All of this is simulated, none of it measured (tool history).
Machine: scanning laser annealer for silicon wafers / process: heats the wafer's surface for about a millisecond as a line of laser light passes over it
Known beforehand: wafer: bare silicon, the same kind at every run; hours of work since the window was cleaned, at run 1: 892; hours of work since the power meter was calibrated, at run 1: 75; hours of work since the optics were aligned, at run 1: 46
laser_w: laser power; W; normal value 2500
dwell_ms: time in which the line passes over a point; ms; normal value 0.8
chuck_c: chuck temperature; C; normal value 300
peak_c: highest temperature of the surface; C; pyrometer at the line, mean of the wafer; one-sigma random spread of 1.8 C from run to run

run  hour  laser_w  dwell_ms  chuck_c  hours of work since the window was cleaned  hours of work since the power meter was calibrated  hours of work since the optics were aligned  peak_c
  1     0     2500       0.8      300                                         892                                                  75                                           46    1029
  2   4.9     2290       0.8      300                                         895                                                  79                                           50     950
  3    10     2500       0.8      300                                         899                                                  83                                           54    1029
     17.7  -- window over the wafer cleaned
  4  19.2     2500     0.818      300                                           1                                                  88                                           59    1036
  5  25.9     2179     0.818      300                                           6                                                  93                                           64     914
  6  30.6     2662     0.569      265                                           9                                                  96                                           67     946
  7  38.5     2691     0.777      328                                          15                                                 102                                           73    1124
  8  47.3     2687       0.8      338                                          22                                                 109                                           79    1143
  9  53.4     2687     0.602      323                                          26                                                 113                                           84    1031
 10  58.1     2540     0.602      323                                          30                                                 116                                           87     978

Below are 3 alternative next runs, each starting from the tool's condition after run 10. Predict each:
  A    65     2749     0.602      289                                          35                                                 121                                           92       ?
  B    65     2246       0.8      331                                          35                                                 121                                           92       ?
  C    65     2473      0.88      284                                          35                                                 121                                           92       ?

run  peak_c
  A    1019
  B     966
  C    1033
With no hidden state in the tool, these same runs would have given:
run  peak_c
  A    1019
  B     966
  C    1034
